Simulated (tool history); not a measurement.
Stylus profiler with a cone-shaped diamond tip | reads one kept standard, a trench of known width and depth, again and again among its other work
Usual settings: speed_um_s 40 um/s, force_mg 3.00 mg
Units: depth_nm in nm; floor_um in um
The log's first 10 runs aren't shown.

run     day  speed_um_s  force_mg  scans with this tip  hours of work since the height scale was calibrated  depth_nm  floor_um
 11  24.617          40      6.71                15877                                                 1332   1024.28     21.08
 12  27.829          40      6.71                16246                                                 1363   1023.94     21.02
 13  31.038          40      6.71                16615                                                 1394   1023.80     21.02
 14  32.912          40      6.71                16830                                                 1412   1023.88     20.98
 15  34.554          40      6.71                17019                                                 1428   1023.77     21.00
 16  36.029          40      3.00                17188                                                 1442   1011.52     20.88
 17  37.812          40      3.00                17393                                                 1459   1011.47     20.90
 18  41.167          40      3.00                17778                                                 1492   1011.09     20.84
 19  44.496          40      3.00                18160                                                 1524   1011.57     20.80
 20  47.217          40      3.00                18473                                                 1550   1011.10     20.75
 21  48.962          80      3.00                18674                                                 1567   1011.11     20.58
 22  51.667          80      3.00                18984                                                 1593   1010.80     20.51
 23  53.825          40      1.25                19232                                                 1614   1003.64     20.60
 24  56.688          40      1.25                19561                                                 1641   1003.29     20.51
 25  58.404          40      1.25                19758                                                 1658   1003.55     20.47
     58.717  -- height scale calibrated on a step standard
 26  60.162          40      1.25                19957                                                   14   1002.54     20.45
 27  62.892          40      1.25                20271                                                   40   1002.29     20.42
 28  64.454          10      2.42                20450                                                   55   1007.39     20.49
 29  66.275          40      6.24                20660                                                   73   1020.59     20.43
 30  68.300         120      4.84                20892                                                   92   1015.95     20.21

Forecast run 31:
 31  71.342         157      7.04                21242                                                  122         ?         ?

Run 31 gave depth_nm 1022.23 nm, floor_um 20.21 um.
Without the tool's hidden state the same run would have given depth_nm 1029.70 nm, floor_um 23.78 um.

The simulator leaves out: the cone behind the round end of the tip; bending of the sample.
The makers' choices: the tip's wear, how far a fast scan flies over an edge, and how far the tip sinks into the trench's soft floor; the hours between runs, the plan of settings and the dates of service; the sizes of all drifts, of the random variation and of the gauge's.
